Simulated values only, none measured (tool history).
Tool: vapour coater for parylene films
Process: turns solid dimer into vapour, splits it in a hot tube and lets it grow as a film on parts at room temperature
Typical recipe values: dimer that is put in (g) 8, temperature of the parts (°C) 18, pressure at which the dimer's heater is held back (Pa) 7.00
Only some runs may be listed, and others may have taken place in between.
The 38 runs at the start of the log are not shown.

run     day  dimer that is put in (g)  temperature of the parts (°C)  pressure at which the dimer's heater is held back (Pa)  hours of work since the trap's valve was overhauled  hours of work since the table's thermometer was calibrated  thickness of the film (um)
 39  33.696                         5                             17                                                    3.20                                                  259                                                          81                        1.06
 40  34.767                         5                             17                                                    3.20                                                  269                                                          92                        1.04
 41  35.338                        13                             20                                                    2.08                                                  275                                                          97                        2.71
 42  36.246                         3                             26                                                    2.49                                                  284                                                         106                        0.51
 43  36.967                        13                             18                                                    3.50                                                  291                                                         113                        2.60
 44  37.729                         6                             10                                                    4.93                                                  298                                                         120                        1.38
 45  38.388                         4                             16                                                    3.01                                                  305                                                         127                        0.87
 46  39.167                         8                             16                                                    7.00                                                  312                                                         134                        1.45

3 ways to go on from here, each from the tool as it stands after run 46. What would each give?
     40.258  -- trap's valve overhauled
  A  40.404                        11                             12                                                    7.00                                                    1                                                         145                           ?
     40.258  -- trap's valve overhauled
  B  40.404                         7                             17                                                    2.89                                                    1                                                         145                           ?
     40.258  -- trap's valve overhauled
  C  40.404                         8                             16                                                    7.34                                                    1                                                         145                           ?

run  thickness of the film (um)
  A                        2.39
  B                        1.56
  C                        1.56
Without the tool's unlogged condition, the same runs would have read:
run  thickness of the film (um)
  A                        2.40
  B                        1.57
  C                        1.57

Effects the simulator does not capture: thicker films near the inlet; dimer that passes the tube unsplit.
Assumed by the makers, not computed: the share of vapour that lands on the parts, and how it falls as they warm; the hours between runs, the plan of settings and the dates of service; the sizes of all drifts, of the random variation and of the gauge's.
